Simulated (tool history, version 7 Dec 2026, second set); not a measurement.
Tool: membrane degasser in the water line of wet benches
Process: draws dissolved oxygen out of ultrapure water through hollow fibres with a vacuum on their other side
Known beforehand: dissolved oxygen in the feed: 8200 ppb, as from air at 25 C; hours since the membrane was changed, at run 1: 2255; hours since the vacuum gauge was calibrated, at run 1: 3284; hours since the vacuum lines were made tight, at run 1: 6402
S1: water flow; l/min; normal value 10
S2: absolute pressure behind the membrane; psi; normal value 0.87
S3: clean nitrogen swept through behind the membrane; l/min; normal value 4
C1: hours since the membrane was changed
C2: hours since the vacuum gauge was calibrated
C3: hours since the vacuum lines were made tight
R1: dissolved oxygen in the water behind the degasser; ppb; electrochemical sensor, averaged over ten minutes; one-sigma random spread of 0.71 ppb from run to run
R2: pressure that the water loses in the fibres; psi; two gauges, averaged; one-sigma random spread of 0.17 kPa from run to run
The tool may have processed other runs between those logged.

run	hour	S1	S2	S3	C1	C2	C3	R1	R2
1	0	10	0.87	4	2255	3284	6402	66.7	4.197
# hour 54.8: vacuum gauge calibrated
2	59.7	10	0.87	4	2314	5	6461	64.7	4.221
3	130.7	10	0.87	4	2385	76	6532	63.4	4.258
4	207.6	10	0.87	4	2462	153	6609	64.8	4.167
5	282	10	0.87	4	2536	227	6683	64	4.203
# hour 289.2: seals of the vacuum lines changed
6	364.8	10	0.87	4	2617	308	76	63.4	4.18
7	443.7	10	0.87	4	2696	387	154	64.8	4.18
8	496.9	10	0.756	4	2749	440	208	59.8	4.138
9	542	10	0.756	4	2794	485	253	58.4	4.206
10	638.1	6	0.87	4	2891	581	349	28.7	2.512
11	685.1	6	0.87	4	2938	628	396	28.6	2.516
12	768.2	6	2.032	4	3021	711	479	58	2.451
13	841.9	6	2.032	4	3094	785	553	58.5	2.528
14	930.1	6	2.032	4	3183	873	641	57.9	2.498
15	995.4	6	2.032	4	3248	939	706	58.5	2.522
16	1070.5	10	0.87	3.3	3323	1014	781	68.4	4.184
17	1153	10	0.759	2.11	3405	1096	864	71.8	4.168
18	1232.9	12	1.997	5.59	3485	1176	944	120.3	4.979
19	1324.2	10	1.749	2.81	3577	1267	1035	124.3	4.134
20	1399.1	10	1.146	6.85	3651	1342	1110	63.7	4.107
21	1494.7	10	1.146	6.85	3747	1438	1206	65.7	4.135

Forecast run 22:
22	1578	10	1.146	6.85	3830	1521	1289	?	?

{"run 22": {"R1": 63.6, "R2": 4.103}}
On a tool with no hidden condition, and with the same random variation, this run would have come out at R1 63.5 ppb, R2 4.183 psi.
